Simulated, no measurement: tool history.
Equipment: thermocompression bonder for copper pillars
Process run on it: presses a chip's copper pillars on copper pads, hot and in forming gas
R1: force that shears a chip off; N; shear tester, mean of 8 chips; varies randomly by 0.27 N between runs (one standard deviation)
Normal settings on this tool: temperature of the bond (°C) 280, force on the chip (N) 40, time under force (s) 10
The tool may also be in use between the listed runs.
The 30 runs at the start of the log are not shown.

-- hour=398.4 gauge calibrated
run 31 hour=406.6 | temperature_of_the_bond_(°C)=261 force_on_the_chip_(N)=36 time_under_force_(s)=14 | R1=58.4
run 32 hour=423.5 | temperature_of_the_bond_(°C)=261 force_on_the_chip_(N)=36 time_under_force_(s)=14 | R1=58.8
run 33 hour=436.5 | temperature_of_the_bond_(°C)=261 force_on_the_chip_(N)=36 time_under_force_(s)=14 | R1=58.6
run 34 hour=446.9 | temperature_of_the_bond_(°C)=260 force_on_the_chip_(N)=38 time_under_force_(s)=19 | R1=65.9
-- hour=452.9 forming gas filter changed
run 35 hour=465.1 | temperature_of_the_bond_(°C)=260 force_on_the_chip_(N)=38 time_under_force_(s)=19 | R1=66.4
run 36 hour=476.1 | temperature_of_the_bond_(°C)=263 force_on_the_chip_(N)=53 time_under_force_(s)=6 | R1=54.6
run 37 hour=490.9 | temperature_of_the_bond_(°C)=302 force_on_the_chip_(N)=48 time_under_force_(s)=6 | R1=76.3
run 38 hour=499.5 | temperature_of_the_bond_(°C)=274 force_on_the_chip_(N)=28 time_under_force_(s)=8 | R1=47.9
run 39 hour=509.9 | temperature_of_the_bond_(°C)=274 force_on_the_chip_(N)=28 time_under_force_(s)=8 | R1=47.5
run 40 hour=519.9 | temperature_of_the_bond_(°C)=289 force_on_the_chip_(N)=32 time_under_force_(s)=12 | R1=70

Consider 4 possible next runs. They are alternatives, not a sequence: every one starts from the tool as it was left by run 40. What does each give?
run A hour=527.6 | temperature_of_the_bond_(°C)=252 force_on_the_chip_(N)=40 time_under_force_(s)=15 | R1=?
run B hour=527.6 | temperature_of_the_bond_(°C)=302 force_on_the_chip_(N)=32 time_under_force_(s)=6 | R1=?
run C hour=527.6 | temperature_of_the_bond_(°C)=294 force_on_the_chip_(N)=43 time_under_force_(s)=15 | R1=?
run D hour=527.6 | temperature_of_the_bond_(°C)=280 force_on_the_chip_(N)=40 time_under_force_(s)=9 | R1=?

run=A R1=57.7
run=B R1=62.5
run=C R1=89.3
run=D R1=65.1
What these runs would have given with no unlogged condition in the tool:
run=A R1=57.2
run=B R1=62
run=C R1=88.6
run=D R1=64.6
